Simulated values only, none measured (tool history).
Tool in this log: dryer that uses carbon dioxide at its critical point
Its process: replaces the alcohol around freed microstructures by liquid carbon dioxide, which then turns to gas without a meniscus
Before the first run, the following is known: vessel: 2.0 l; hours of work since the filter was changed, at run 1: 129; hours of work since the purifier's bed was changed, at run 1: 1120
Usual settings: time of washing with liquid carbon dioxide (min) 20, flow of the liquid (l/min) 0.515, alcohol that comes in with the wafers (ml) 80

run   hour  time of washing with liquid carbon dioxide (min)  flow of the liquid (l/min)  alcohol that comes in with the wafers (ml)  hours of work since the filter was changed  hours of work since the purifier's bed was changed  alcohol left in the vessel before it's heated (ppm by volume)
  1    0.0                                                20                       0.515                                          80                                         129                                                1120                                                            499
      10.7  -- purifier's bed changed
  2   40.9                                                20                       0.515                                          80                                         153                                                  19                                                            467
  3   61.2                                                20                       0.515                                          80                                         166                                                  31                                                            502
      77.6  -- inlet filter changed
  4  106.1                                                20                       0.481                                          80                                          18                                                  59                                                            497
  5  133.3                                                20                       0.733                                          80                                          35                                                  76                                                             66
  6  156.3                                                20                       0.515                                          53                                          49                                                  90                                                            270
  7  193.6                                                20                       0.515                                          53                                          72                                                 113                                                            281
  8  227.5                                                22                       0.515                                          80                                          94                                                 135                                                            277
  9  264.2                                                22                       0.515                                          80                                         116                                                 157                                                            294
 10  299.1                                                25                       0.515                                          80                                         138                                                 179                                                            157
 11  327.6                                                25                       0.515                                          80                                         156                                                 197                                                            160
 12  351.1                                                25                       0.515                                          80                                         171                                                 212                                                            188
     360.6  -- inlet filter changed
 13  390.4                                                25                       0.320                                          80                                          19                                                 236                                                           1053
 14  425.1                                                25                       0.320                                          80                                          40                                                 257                                                           1100
 15  460.0                                                25                       0.320                                          80                                          62                                                 279                                                           1140
 16  495.6                                                17                       0.628                                          72                                          84                                                 301                                                            344
 17  524.4                                                17                       0.628                                          72                                         102                                                 319                                                            344
 18  569.7                                                17                       0.628                                          72                                         130                                                 347                                                            361
 19  605.5                                                17                       0.628                                          44                                         153                                                 370                                                            247
     643.7  -- inlet filter changed
 20  649.2                                                16                       0.382                                          71                                           3                                                 396                                                           2119
 21  673.9                                                16                       0.382                                          71                                          19                                                 412                                                           2171
 22  704.4                                                14                       0.515                                          80                                          38                                                 431                                                           1588
 23  727.6                                                20                       0.346                                          31                                          52                                                 445                                                            701
 24  772.6                                                20                       0.346                                          31                                          80                                                 473                                                            739
 25  808.1                                                22                       0.346                                          45                                         102                                                 495                                                            817
 26  849.1                                                22                       0.445                                          87                                         128                                                 521                                                            642
 27  871.0                                                19                       0.662                                          87                                         142                                                 535                                                            221

Predict each of these 5 candidate next runs independently; none follows another, all start after run 27:
  A  913.7                                                19                       0.662                                          28                                         168                                                 561                                                              ?
  B  913.7                                                28                       0.332                                          26                                         168                                                 561                                                              ?
  C  913.7                                                20                       0.357                                          80                                         168                                                 561                                                              ?
  D  913.7                                                20                       0.662                                          87                                         168                                                 561                                                              ?
  E  913.7                                                16                       0.848                                          49                                         168                                                 561                                                              ?

run  alcohol left in the vessel before it's heated (ppm by volume)
  A                                                            102
  B                                                            288
  C                                                           1916
  D                                                            188
  E                                                            113
What these runs would have given with no unlogged condition in the tool:
run  alcohol left in the vessel before it's heated (ppm by volume)
  A                                                             46
  B                                                            190
  C                                                           1500
  D                                                            100
  E                                                             52
